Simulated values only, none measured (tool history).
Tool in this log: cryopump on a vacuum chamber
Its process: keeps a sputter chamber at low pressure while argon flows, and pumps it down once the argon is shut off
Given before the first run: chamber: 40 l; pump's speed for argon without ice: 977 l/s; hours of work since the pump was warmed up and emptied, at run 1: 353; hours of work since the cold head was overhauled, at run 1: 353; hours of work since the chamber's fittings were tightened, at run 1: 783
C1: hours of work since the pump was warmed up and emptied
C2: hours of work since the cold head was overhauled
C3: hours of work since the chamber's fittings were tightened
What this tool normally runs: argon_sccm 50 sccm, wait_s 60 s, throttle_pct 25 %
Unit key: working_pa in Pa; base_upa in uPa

run 1 hour=0.0 | argon_sccm=50 wait_s=60 throttle_pct=25 | C1=353 C2=353 C3=783 | working_pa=0.3536 base_upa=1.42
run 2 hour=17.9 | argon_sccm=50 wait_s=60 throttle_pct=25 | C1=365 C2=365 C3=795 | working_pa=0.3521 base_upa=1.44
run 3 hour=40.6 | argon_sccm=40 wait_s=60 throttle_pct=25 | C1=380 C2=380 C3=811 | working_pa=0.2826 base_upa=1.45
run 4 hour=54.7 | argon_sccm=40 wait_s=60 throttle_pct=25 | C1=390 C2=390 C3=820 | working_pa=0.2852 base_upa=1.52
run 5 hour=74.7 | argon_sccm=50 wait_s=60 throttle_pct=25 | C1=404 C2=404 C3=834 | working_pa=0.3536 base_upa=1.49
run 6 hour=97.9 | argon_sccm=50 wait_s=60 throttle_pct=39 | C1=420 C2=420 C3=850 | working_pa=0.2283 base_upa=1.53
run 7 hour=122.3 | argon_sccm=50 wait_s=60 throttle_pct=39 | C1=436 C2=436 C3=867 | working_pa=0.2317 base_upa=1.56
run 8 hour=148.6 | argon_sccm=27 wait_s=60 throttle_pct=25 | C1=454 C2=454 C3=885 | working_pa=0.1915 base_upa=1.50
run 9 hour=165.0 | argon_sccm=27 wait_s=60 throttle_pct=25 | C1=465 C2=465 C3=896 | working_pa=0.1932 base_upa=1.57
run 10 hour=176.6 | argon_sccm=50 wait_s=60 throttle_pct=25 | C1=473 C2=473 C3=904 | working_pa=0.3568 base_upa=1.58
run 11 hour=194.4 | argon_sccm=50 wait_s=60 throttle_pct=23 | C1=486 C2=486 C3=916 | working_pa=0.3865 base_upa=1.57
run 12 hour=213.8 | argon_sccm=50 wait_s=60 throttle_pct=23 | C1=499 C2=499 C3=929 | working_pa=0.3845 base_upa=1.57
run 13 hour=233.1 | argon_sccm=50 wait_s=60 throttle_pct=25 | C1=512 C2=512 C3=942 | working_pa=0.3569 base_upa=1.60
run 14 hour=246.3 | argon_sccm=50 wait_s=60 throttle_pct=25 | C1=521 C2=521 C3=951 | working_pa=0.3564 base_upa=1.59
run 15 hour=267.1 | argon_sccm=50 wait_s=60 throttle_pct=25 | C1=535 C2=535 C3=966 | working_pa=0.3529 base_upa=1.57
run 16 hour=289.8 | argon_sccm=20 wait_s=60 throttle_pct=25 | C1=551 C2=551 C3=981 | working_pa=0.1427 base_upa=1.61
run 17 hour=306.3 | argon_sccm=20 wait_s=60 throttle_pct=25 | C1=562 C2=562 C3=993 | working_pa=0.1430 base_upa=1.61
run 18 hour=323.3 | argon_sccm=20 wait_s=60 throttle_pct=25 | C1=574 C2=574 C3=1004 | working_pa=0.1424 base_upa=1.66
run 19 hour=349.4 | argon_sccm=32 wait_s=60 throttle_pct=33 | C1=592 C2=592 C3=1022 | working_pa=0.1759 base_upa=1.73
run 20 hour=364.4 | argon_sccm=25 wait_s=23 throttle_pct=56 | C1=602 C2=602 C3=1032 | working_pa=0.0837 base_upa=2.73
run 21 hour=380.9 | argon_sccm=25 wait_s=23 throttle_pct=56 | C1=613 C2=613 C3=1044 | working_pa=0.0828 base_upa=2.81
run 22 hour=406.6 | argon_sccm=31 wait_s=23 throttle_pct=50 | C1=631 C2=631 C3=1061 | working_pa=0.1151 base_upa=2.77
run 23 hour=420.9 | argon_sccm=31 wait_s=23 throttle_pct=50 | C1=641 C2=641 C3=1071 | working_pa=0.1165 base_upa=2.82
run 24 hour=443.9 | argon_sccm=31 wait_s=248 throttle_pct=30 | C1=657 C2=657 C3=1087 | working_pa=0.1886 base_upa=1.20
run 25 hour=457.6 | argon_sccm=50 wait_s=60 throttle_pct=47 | C1=666 C2=666 C3=1096 | working_pa=0.1984 base_upa=1.69
run 26 hour=473.7 | argon_sccm=31 wait_s=24 throttle_pct=51 | C1=677 C2=677 C3=1107 | working_pa=0.1139 base_upa=2.68
run 27 hour=497.6 | argon_sccm=44 wait_s=26 throttle_pct=24 | C1=693 C2=693 C3=1124 | working_pa=0.3301 base_upa=2.59
run 28 hour=511.2 | argon_sccm=44 wait_s=26 throttle_pct=24 | C1=703 C2=703 C3=1133 | working_pa=0.3290 base_upa=2.68
run 29 hour=529.6 | argon_sccm=28 wait_s=225 throttle_pct=24 | C1=715 C2=715 C3=1145 | working_pa=0.2101 base_upa=1.27
run 30 hour=551.8 | argon_sccm=26 wait_s=60 throttle_pct=25 | C1=730 C2=730 C3=1161 | working_pa=0.1864 base_upa=1.73
run 31 hour=577.1 | argon_sccm=62 wait_s=61 throttle_pct=35 | C1=748 C2=748 C3=1178 | working_pa=0.3257 base_upa=1.81
-- hour=581.3 leaking fittings of the chamber tightened, without venting
run 32 hour=595.5 | argon_sccm=39 wait_s=25 throttle_pct=20 | C1=759 C2=759 C3=10 | working_pa=0.3478 base_upa=2.01
run 33 hour=609.9 | argon_sccm=39 wait_s=25 throttle_pct=20 | C1=769 C2=769 C3=20 | working_pa=0.3508 base_upa=2.01
run 34 hour=623.0 | argon_sccm=54 wait_s=63 throttle_pct=28 | C1=778 C2=778 C3=29 | working_pa=0.3510 base_upa=1.03

Consider 3 possible next runs. They are alternatives, not a sequence: every one starts from the tool as it was left by run 34. What does each give?
run A hour=638.8 | argon_sccm=48 wait_s=63 throttle_pct=28 | C1=789 C2=789 C3=39 | working_pa=? base_upa=?
run B hour=638.8 | argon_sccm=64 wait_s=20 throttle_pct=16 | C1=789 C2=789 C3=39 | working_pa=? base_upa=?
run C hour=638.8 | argon_sccm=25 wait_s=60 throttle_pct=21 | C1=789 C2=789 C3=39 | working_pa=? base_upa=?

run=A working_pa=0.3112 base_upa=1.07
run=B working_pa=0.7133 base_upa=2.42
run=C working_pa=0.2158 base_upa=1.06
With the hidden condition removed and each run's random variation left untouched, the same runs would have given:
run=A working_pa=0.2955 base_upa=0.93
run=B working_pa=0.6923 base_upa=2.28
run=C working_pa=0.2075 base_upa=0.93
